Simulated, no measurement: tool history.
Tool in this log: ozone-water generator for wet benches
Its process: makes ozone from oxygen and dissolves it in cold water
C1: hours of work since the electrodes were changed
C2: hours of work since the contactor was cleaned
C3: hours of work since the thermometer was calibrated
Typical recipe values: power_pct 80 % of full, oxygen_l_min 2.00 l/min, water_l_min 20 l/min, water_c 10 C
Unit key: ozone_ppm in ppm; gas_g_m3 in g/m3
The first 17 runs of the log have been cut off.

run 18 hour=558.5 | power_pct=86 oxygen_l_min=2.00 water_l_min=18 water_c=10 | C1=837 C2=4239 C3=1958 | ozone_ppm=9.7 gas_g_m3=159.7
run 19 hour=602.7 | power_pct=80 oxygen_l_min=2.20 water_l_min=31 water_c=10 | C1=865 C2=4267 C3=1986 | ozone_ppm=5.5 gas_g_m3=145.8
run 20 hour=622.3 | power_pct=80 oxygen_l_min=2.20 water_l_min=31 water_c=10 | C1=878 C2=4280 C3=1999 | ozone_ppm=5.6 gas_g_m3=145.5
run 21 hour=642.3 | power_pct=75 oxygen_l_min=2.23 water_l_min=15 water_c=14 | C1=890 C2=4293 C3=2012 | ozone_ppm=10.7 gas_g_m3=139.4
run 22 hour=666.9 | power_pct=80 oxygen_l_min=2.00 water_l_min=20 water_c=6 | C1=906 C2=4308 C3=2027 | ozone_ppm=8.7 gas_g_m3=150.6
run 23 hour=691.1 | power_pct=80 oxygen_l_min=2.00 water_l_min=20 water_c=6 | C1=921 C2=4323 C3=2042 | ozone_ppm=8.8 gas_g_m3=148.8
run 24 hour=724.1 | power_pct=80 oxygen_l_min=2.32 water_l_min=21 water_c=10 | C1=942 C2=4344 C3=2063 | ozone_ppm=8.8 gas_g_m3=144.1
run 25 hour=747.0 | power_pct=80 oxygen_l_min=2.32 water_l_min=21 water_c=10 | C1=957 C2=4359 C3=2078 | ozone_ppm=8.8 gas_g_m3=144.5

What will run 26 give?
run 26 hour=787.0 | power_pct=80 oxygen_l_min=2.32 water_l_min=21 water_c=10 | C1=982 C2=4384 C3=2103 | ozone_ppm=? gas_g_m3=?

{"run 26": {"ozone_ppm": 9.0, "gas_g_m3": 144.2}}
Minus the tool's unlogged condition, the same run would have read ozone_ppm 9.4 ppm, gas_g_m3 148.2 g/m3.

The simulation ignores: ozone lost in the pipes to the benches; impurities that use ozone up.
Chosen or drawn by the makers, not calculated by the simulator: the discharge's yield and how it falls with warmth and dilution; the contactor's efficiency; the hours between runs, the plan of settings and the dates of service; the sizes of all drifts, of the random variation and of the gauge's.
